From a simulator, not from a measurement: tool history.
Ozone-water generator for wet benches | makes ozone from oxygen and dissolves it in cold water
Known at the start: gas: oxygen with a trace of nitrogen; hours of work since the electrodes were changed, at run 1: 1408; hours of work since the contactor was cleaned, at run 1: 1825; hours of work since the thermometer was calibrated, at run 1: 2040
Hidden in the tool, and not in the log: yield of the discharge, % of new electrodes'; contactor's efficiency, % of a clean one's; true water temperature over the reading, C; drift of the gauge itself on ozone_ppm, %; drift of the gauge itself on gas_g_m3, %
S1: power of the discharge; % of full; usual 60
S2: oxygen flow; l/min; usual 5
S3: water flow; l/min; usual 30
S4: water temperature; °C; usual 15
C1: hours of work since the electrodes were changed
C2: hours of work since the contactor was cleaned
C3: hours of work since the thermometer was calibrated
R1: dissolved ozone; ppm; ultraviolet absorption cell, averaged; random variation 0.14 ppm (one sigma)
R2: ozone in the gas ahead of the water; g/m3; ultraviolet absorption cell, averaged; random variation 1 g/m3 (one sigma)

{"run": 1, "hour": 0.0, "S1": 60, "S2": 5, "S3": 30, "S4": 15, "C1": 1408, "C2": 1825, "C3": 2040, "R1": 14.6, "R2": 175.7}
{"run": 2, "hour": 77.5, "S1": 60, "S2": 5, "S3": 30, "S4": 15, "C1": 1459, "C2": 1875, "C3": 2091, "R1": 14.9, "R2": 175.3}
{"run": 3, "hour": 131.6, "S1": 60, "S2": 5, "S3": 20, "S4": 15, "C1": 1494, "C2": 1911, "C3": 2127, "R1": 21.1, "R2": 173.8}
{"run": 4, "hour": 191.3, "S1": 60, "S2": 5, "S3": 30, "S4": 15, "C1": 1534, "C2": 1950, "C3": 2166, "R1": 14.8, "R2": 175}
{"run": 5, "hour": 245.6, "S1": 60, "S2": 5, "S3": 30, "S4": 14, "C1": 1569, "C2": 1986, "C3": 2202, "R1": 15.1, "R2": 174.9}
{"run": 6, "hour": 308.3, "S1": 67, "S2": 5, "S3": 30, "S4": 15, "C1": 1611, "C2": 2027, "C3": 2243, "R1": 15.9, "R2": 188.6}
{"run": 7, "hour": 376.7, "S1": 67, "S2": 5, "S3": 30, "S4": 15, "C1": 1656, "C2": 2072, "C3": 2288, "R1": 15.8, "R2": 190.9}
{"run": 8, "hour": 431.7, "S1": 67, "S2": 5, "S3": 30, "S4": 15, "C1": 1692, "C2": 2108, "C3": 2324, "R1": 15.9, "R2": 188.8}
{"run": 9, "hour": 486.5, "S1": 67, "S2": 5, "S3": 30, "S4": 15, "C1": 1728, "C2": 2145, "C3": 2360, "R1": 15.9, "R2": 187.9}
{"run": 10, "hour": 548.0, "S1": 60, "S2": 5, "S3": 30, "S4": 15, "C1": 1768, "C2": 2185, "C3": 2401, "R1": 14.6, "R2": 176.4}
{"run": 11, "hour": 624.0, "S1": 60, "S2": 5, "S3": 30, "S4": 15, "C1": 1818, "C2": 2235, "C3": 2451, "R1": 14.6, "R2": 174.2}
{"run": 12, "hour": 660.9, "S1": 60, "S2": 5, "S3": 30, "S4": 8, "C1": 1843, "C2": 2259, "C3": 2475, "R1": 15.4, "R2": 172.9}
{"run": 13, "hour": 733.2, "S1": 60, "S2": 5, "S3": 30, "S4": 10, "C1": 1890, "C2": 2307, "C3": 2523, "R1": 15.3, "R2": 172.9}
{"run": 14, "hour": 800.7, "S1": 60, "S2": 5, "S3": 30, "S4": 10, "C1": 1934, "C2": 2351, "C3": 2567, "R1": 15.1, "R2": 172.9}
{"run": 15, "hour": 839.2, "S1": 60, "S2": 5, "S3": 30, "S4": 10, "C1": 1960, "C2": 2377, "C3": 2592, "R1": 15.1, "R2": 171.5}
{"run": 16, "hour": 872.7, "S1": 60, "S2": 5, "S3": 30, "S4": 10, "C1": 1982, "C2": 2399, "C3": 2614, "R1": 15.2, "R2": 172.9}
{"run": 17, "hour": 921.8, "S1": 60, "S2": 6.66, "S3": 48, "S4": 10, "C1": 2014, "C2": 2431, "C3": 2647, "R1": 9.7, "R2": 153.2}
{"run": 18, "hour": 990.7, "S1": 60, "S2": 6.66, "S3": 48, "S4": 10, "C1": 2059, "C2": 2476, "C3": 2692, "R1": 10.1, "R2": 151}
{"run": 19, "hour": 1034.2, "S1": 87, "S2": 6.76, "S3": 19, "S4": 9, "C1": 2088, "C2": 2505, "C3": 2721, "R1": 32.6, "R2": 199.6}

Run 20 comes next. What will it give?
{"run": 20, "hour": 1098.1, "S1": 87, "S2": 6.76, "S3": 19, "S4": 9, "C1": 2130, "C2": 2547, "C3": 2763, "R1": "?", "R2": "?"}

R1: 32.5 ppm
R2: 200.5 g/m3
Without the tool's hidden state the same run would have given R1 36.2 ppm, R2 217 g/m3.

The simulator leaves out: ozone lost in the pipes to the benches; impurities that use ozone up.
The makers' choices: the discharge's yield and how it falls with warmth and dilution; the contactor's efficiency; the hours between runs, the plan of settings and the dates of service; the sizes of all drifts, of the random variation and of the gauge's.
